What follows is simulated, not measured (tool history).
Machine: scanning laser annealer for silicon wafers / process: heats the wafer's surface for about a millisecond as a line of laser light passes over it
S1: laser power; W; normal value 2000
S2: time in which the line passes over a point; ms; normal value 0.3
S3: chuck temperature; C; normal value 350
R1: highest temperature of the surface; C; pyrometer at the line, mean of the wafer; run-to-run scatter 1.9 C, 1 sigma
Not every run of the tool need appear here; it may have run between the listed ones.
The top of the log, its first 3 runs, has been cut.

run 4 hour=34.2 | S1=2000 S2=0.3 S3=381 | R1=1193
run 5 hour=41.4 | S1=1995 S2=0.3 S3=381 | R1=1192
run 6 hour=53.5 | S1=1995 S2=0.3 S3=381 | R1=1193
run 7 hour=61.7 | S1=2000 S2=0.3 S3=350 | R1=1166
run 8 hour=73.3 | S1=1752 S2=0.3 S3=350 | R1=1049
run 9 hour=79.9 | S1=1752 S2=0.3 S3=350 | R1=1049
run 10 hour=90.4 | S1=2000 S2=0.359 S3=350 | R1=1231
run 11 hour=98.6 | S1=2000 S2=0.352 S3=350 | R1=1221
run 12 hour=111.4 | S1=2000 S2=0.352 S3=350 | R1=1221
run 13 hour=118.6 | S1=2000 S2=0.352 S3=350 | R1=1227
run 14 hour=131.9 | S1=2000 S2=0.3 S3=350 | R1=1163
run 15 hour=139.2 | S1=2000 S2=0.3 S3=350 | R1=1166
run 16 hour=153 | S1=2000 S2=0.3 S3=314 | R1=1130
run 17 hour=164.1 | S1=2093 S2=0.3 S3=314 | R1=1173
run 18 hour=176.1 | S1=1951 S2=0.3 S3=350 | R1=1140
run 19 hour=186.6 | S1=1847 S2=0.3 S3=390 | R1=1135
run 20 hour=195.7 | S1=1847 S2=0.3 S3=390 | R1=1132
run 21 hour=208 | S1=1789 S2=0.277 S3=390 | R1=1081
run 22 hour=218.6 | S1=1789 S2=0.258 S3=390 | R1=1063

Run 23 has not been measured yet. What should we expect?
run 23 hour=224.3 | S1=1789 S2=0.258 S3=390 | R1=?

Run 23 yielded R1 1058 C.
With no hidden state in the tool, this same run would have given R1 1059 C.
